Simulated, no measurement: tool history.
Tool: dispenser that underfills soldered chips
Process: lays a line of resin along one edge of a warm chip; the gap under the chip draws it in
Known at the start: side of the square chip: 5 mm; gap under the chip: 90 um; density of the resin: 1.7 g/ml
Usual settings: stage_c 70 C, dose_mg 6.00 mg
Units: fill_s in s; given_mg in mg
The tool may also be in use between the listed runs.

Run 1, hour 0.0: usual settings. Result: fill_s 20.3 s, given_mg 5.93 mg.
At hour 1.6: new syringe of resin.
Run 2, hour 9.8: usual settings but stage_c 59 C. Result: fill_s 29.8 s, given_mg 5.92 mg.
At hour 16.1: new syringe of resin.
Run 3, hour 24.1: usual settings but stage_c 59 C. Result: fill_s 29.5 s, given_mg 5.88 mg.
At hour 30.2: new syringe of resin.
Run 4, hour 34.2: usual settings but stage_c 59 C. Result: fill_s 25.7 s, given_mg 5.90 mg.
At hour 44.9: new syringe of resin.
Run 5, hour 45.9: usual settings but stage_c 74 C. Result: fill_s 12.6 s, given_mg 5.85 mg.
Run 6, hour 52.8: usual settings but stage_c 74 C. Result: fill_s 14.8 s, given_mg 5.87 mg.
At hour 59.2: new syringe of resin.
Run 7, hour 60.3: usual settings but dose_mg 6.36 mg. Result: fill_s 13.9 s, given_mg 6.21 mg.
At hour 74.1: new syringe of resin.
Run 8, hour 76.6: usual settings but stage_c 57 C, dose_mg 6.36 mg. Result: fill_s 26.8 s, given_mg 6.19 mg.
Run 9, hour 86.0: usual settings but stage_c 62 C, dose_mg 6.36 mg. Result: fill_s 28.2 s, given_mg 6.15 mg.
At hour 88.9: new syringe of resin.
Run 10, hour 100.5: usual settings but stage_c 80 C. Result: fill_s 12.4 s, given_mg 5.76 mg.
At hour 103.4: new syringe of resin.
Run 11, hour 112.5: usual settings but stage_c 80 C. Result: fill_s 12.2 s, given_mg 5.76 mg.
At hour 117.3: new syringe of resin.
Run 12, hour 125.8: usual settings but dose_mg 5.86 mg. Result: fill_s 17.6 s, given_mg 5.60 mg.
At hour 131.5: new syringe of resin.
Run 13, hour 137.3: usual settings but dose_mg 7.50 mg. Result: fill_s 16.6 s, given_mg 7.17 mg.
At hour 146.3: new syringe of resin.
Run 14, hour 149.6: usual settings but dose_mg 7.50 mg. Result: fill_s 15.0 s, given_mg 7.14 mg.
At hour 153.4: dispensing valve cleaned and set on the balance.
At hour 161.3: new syringe of resin.
Run 15, hour 162.0: usual settings but stage_c 78 C, dose_mg 6.21 mg. Result: fill_s 10.4 s, given_mg 6.18 mg.
Run 16, hour 173.3: usual settings but stage_c 69 C, dose_mg 5.63 mg. Result: fill_s 20.6 s, given_mg 5.59 mg.
At hour 175.7: new syringe of resin.
Run 17, hour 187.9: usual settings but stage_c 69 C, dose_mg 5.63 mg. Result: fill_s 21.3 s, given_mg 5.58 mg.
At hour 189.4: new syringe of resin.
Run 18, hour 202.7: usual settings but stage_c 57 C, dose_mg 6.44 mg. Result: fill_s 37.8 s, given_mg 6.37 mg.
At hour 204.0: new syringe of resin.
Run 19, hour 214.4: usual settings but stage_c 78 C, dose_mg 5.16 mg. Result: fill_s 14.1 s, given_mg 5.07 mg.
At hour 217.9: new syringe of resin.
Run 20, hour 228.8: usual settings but dose_mg 5.35 mg. Result: fill_s 19.9 s, given_mg 5.22 mg.
At hour 232.1: new syringe of resin.
Run 21, hour 243.7: usual settings but dose_mg 5.35 mg. Result: fill_s 20.2 s, given_mg 5.18 mg.
At hour 246.0: new syringe of resin.
At hour 260.5: new syringe of resin.
Run 22, hour 260.7: usual settings but stage_c 74 C, dose_mg 6.91 mg. Result: fill_s 11.4 s, given_mg 6.67 mg.
Run 23, hour 268.7: usual settings but stage_c 77 C. Result: fill_s 13.2 s, given_mg 5.81 mg.
At hour 274.4: new syringe of resin.
Run 24, hour 278.3: usual settings but stage_c 77 C. Result: fill_s 11.0 s, given_mg 5.80 mg.

3 ways to go on from here, each from the tool as it stands after run 24. What would each give?
At hour 288.7: new syringe of resin.
Run A, hour 288.9: usual settings but stage_c 59 C. Result: fill_s ?, given_mg ?.
At hour 288.7: new syringe of resin.
Run B, hour 288.9: usual settings but stage_c 84 C, dose_mg 7.53 mg. Result: fill_s ?, given_mg ?.
At hour 288.7: new syringe of resin.
Run C, hour 288.9: usual settings but stage_c 77 C, dose_mg 5.32 mg. Result: fill_s ?, given_mg ?.

run  fill_s  given_mg
  A    23.6      5.80
  B     7.0      7.29
  C    10.7      5.13
Without the tool's hidden state the same runs would have given:
run  fill_s  given_mg
  A    22.8      6.01
  B     6.8      7.56
  C    10.3      5.32
